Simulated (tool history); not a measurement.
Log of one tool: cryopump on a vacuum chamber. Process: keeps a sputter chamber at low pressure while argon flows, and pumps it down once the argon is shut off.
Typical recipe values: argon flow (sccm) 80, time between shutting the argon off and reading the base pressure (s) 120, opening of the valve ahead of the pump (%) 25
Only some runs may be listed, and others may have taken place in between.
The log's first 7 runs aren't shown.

run,hour,argon flow (sccm),time between shutting the argon off and reading the base pressure (s),opening of the valve ahead of the pump (%),hours of work since the pump was warmed up and emptied,hours of work since the cold head was overhauled,hours of work since the chamber's fittings were tightened,pressure while argon flows (Pa),pressure after the wait (uPa)
8,249.7,80,120,25,23,734,54,0.2779,0.72
9,277.7,80,120,25,34,746,66,0.2801,0.72
10,297.4,80,120,25,42,754,74,0.2764,0.72
11,329.7,80,32,25,55,767,87,0.2777,2.15
12,373.8,80,32,25,73,785,105,0.2779,2.17
13,407.6,80,32,25,87,798,119,0.2803,2.1
14,451.7,80,32,25,105,816,137,0.2805,2.21
15,481.8,80,120,29,117,829,149,0.2434,0.81
16,507.1,80,120,29,127,839,159,0.2428,0.78
17,530.9,80,120,29,137,849,169,0.2437,0.79
18,560.9,50,120,23,149,861,181,0.19,0.83
19,595.5,50,120,23,163,875,195,0.1901,0.81
20,643.6,50,120,23,183,894,215,0.1898,0.81
21,691,61,120,25,202,914,234,0.2157,0.87
22,730.5,61,120,25,218,930,250,0.2151,0.87
23,750.2,61,152,17,226,938,258,0.3159,0.75
24,796,80,144,17,244,956,276,0.4136,0.79
25,821.3,80,144,17,255,967,287,0.4142,0.82
26,861.5,80,144,17,271,983,303,0.4144,0.82
27,908,80,78,40,290,1002,322,0.1826,1.22

Forecast run 28:
28,955.3,89,235,40,309,1021,341,?,?

pressure while argon flows (Pa): 0.2037
pressure after the wait (uPa): 0.71
Without the tool's hidden state the same run would have given pressure while argon flows (Pa) 0.1911, pressure after the wait (uPa) 0.43.

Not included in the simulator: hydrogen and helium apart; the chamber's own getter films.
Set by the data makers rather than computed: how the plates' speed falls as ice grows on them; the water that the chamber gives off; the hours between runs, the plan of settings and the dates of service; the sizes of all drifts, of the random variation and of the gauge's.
